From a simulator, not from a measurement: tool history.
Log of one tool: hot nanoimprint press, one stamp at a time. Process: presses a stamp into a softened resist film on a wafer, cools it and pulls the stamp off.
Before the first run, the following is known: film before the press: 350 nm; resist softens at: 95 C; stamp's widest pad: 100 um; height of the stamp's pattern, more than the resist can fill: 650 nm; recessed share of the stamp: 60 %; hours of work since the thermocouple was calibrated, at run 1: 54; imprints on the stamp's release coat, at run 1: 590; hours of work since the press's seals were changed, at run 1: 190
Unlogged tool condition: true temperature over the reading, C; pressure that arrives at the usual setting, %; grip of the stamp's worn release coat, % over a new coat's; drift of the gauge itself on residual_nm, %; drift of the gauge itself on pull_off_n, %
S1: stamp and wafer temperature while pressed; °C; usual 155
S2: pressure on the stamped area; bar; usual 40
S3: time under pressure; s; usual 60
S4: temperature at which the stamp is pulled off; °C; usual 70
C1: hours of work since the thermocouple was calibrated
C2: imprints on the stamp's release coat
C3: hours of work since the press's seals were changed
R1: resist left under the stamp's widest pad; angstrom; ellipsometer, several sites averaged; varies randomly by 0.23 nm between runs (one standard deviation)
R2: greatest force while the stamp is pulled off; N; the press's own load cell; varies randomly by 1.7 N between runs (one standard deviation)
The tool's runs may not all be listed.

run  hour   S1  S2  S3  S4  C1   C2   C3    R1   R2
  1     0  155  40  60  70  54  590  190  1276  218
  2   7.7  155  40  60  63  59  605  195  1279  231
  3  11.7  155  40  60  70  61  613  197  1279  217
  4  17.9  155  40  60  70  65  626  201  1276  217
  5  22.5  155  40  52  70  68  635  204  1345  219
  6    29  155  40  37  70  73  648  209  1524  222
  7  34.6  164  40  97  56  76  659  212   604  246
  8  38.6  164  40  97  56  79  667  215   604  244

Expected results for the next run?
  9  45.7  155  25.2  72  70  84  681  220   ?   ?

R1: 1512 angstrom
R2: 222 N
If the tool had no hidden condition, the same run with the same run-to-run variation would have returned R1 1521 angstrom, R2 187 N.

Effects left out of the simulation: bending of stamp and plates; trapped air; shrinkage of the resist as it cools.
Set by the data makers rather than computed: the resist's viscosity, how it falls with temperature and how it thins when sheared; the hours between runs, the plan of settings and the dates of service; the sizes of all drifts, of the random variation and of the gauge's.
